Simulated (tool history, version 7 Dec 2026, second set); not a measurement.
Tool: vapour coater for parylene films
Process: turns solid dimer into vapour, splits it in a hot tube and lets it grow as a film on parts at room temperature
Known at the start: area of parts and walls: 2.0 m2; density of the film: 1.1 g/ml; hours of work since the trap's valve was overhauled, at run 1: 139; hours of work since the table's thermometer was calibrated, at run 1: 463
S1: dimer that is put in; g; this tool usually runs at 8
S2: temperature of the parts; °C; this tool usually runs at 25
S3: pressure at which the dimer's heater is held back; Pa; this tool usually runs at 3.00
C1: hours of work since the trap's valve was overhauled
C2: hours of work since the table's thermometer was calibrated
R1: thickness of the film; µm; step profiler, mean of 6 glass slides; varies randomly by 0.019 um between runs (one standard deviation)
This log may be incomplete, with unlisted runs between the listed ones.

run	hour	S1	S2	S3	C1	C2	R1
1	0.0	8	25	3.00	139	463	2.26
2	16.0	8	25	3.00	147	471	2.25
3	31.2	9	25	3.00	154	478	2.53
4	47.1	8	25	2.92	162	486	2.24
5	66.8	8	25	2.92	172	496	2.21
6	87.8	8	20	3.00	183	507	2.57
7	108.4	8	19	3.00	193	517	2.61
8	130.8	8	17	3.00	204	528	2.73
9	148.3	8	25	3.00	213	537	2.19
10	167.1	8	25	3.00	222	546	2.18
11	180.7	8	25	6.71	229	553	2.08
12	201.3	8	25	3.67	239	563	2.14
13	216.4	8	25	6.84	247	571	2.11
14	235.3	8	25	3.00	256	580	2.17
15	245.9	8	25	3.00	261	585	2.14
# hour 266.2: trap's valve overhauled
16	272.4	8	17	3.67	3	596	2.93
17	293.5	8	17	3.67	14	607	2.89
18	310.1	8	17	3.67	22	615	2.95
19	330.5	8	17	3.67	32	625	2.90
20	340.4	8	26	2.37	37	630	2.33
21	362.1	3	34	4.93	48	641	0.65
22	378.5	12	23	5.95	56	649	3.55
23	400.4	12	23	5.95	67	660	3.54
24	414.4	12	23	5.95	74	667	3.50
25	434.8	3	28	6.42	84	677	0.75
26	456.2	3	25	10.26	94	688	0.83
27	472.7	3	27	5.08	103	696	0.80
28	486.4	3	20	5.08	109	703	0.96
29	500.7	4	35	2.77	117	710	0.87

Results per run with the tool's hidden condition removed, run-to-run variation unchanged:
Unlogged tool condition in this case: vapour lost through the trap's worn valve, %; true temperature of the parts over the reading, C; drift of the gauge itself on film_um, %.
run	R1
1	2.36
2	2.36
3	2.65
4	2.35
5	2.34
6	2.72
7	2.77
8	2.92
9	2.34
10	2.34
11	2.23
12	2.31
13	2.28
14	2.35
15	2.33
16	2.89
17	2.86
18	2.93
19	2.89
20	2.32
21	0.65
22	3.56
23	3.57
24	3.54
25	0.76
26	0.84
27	0.82
28	0.98
29	0.89
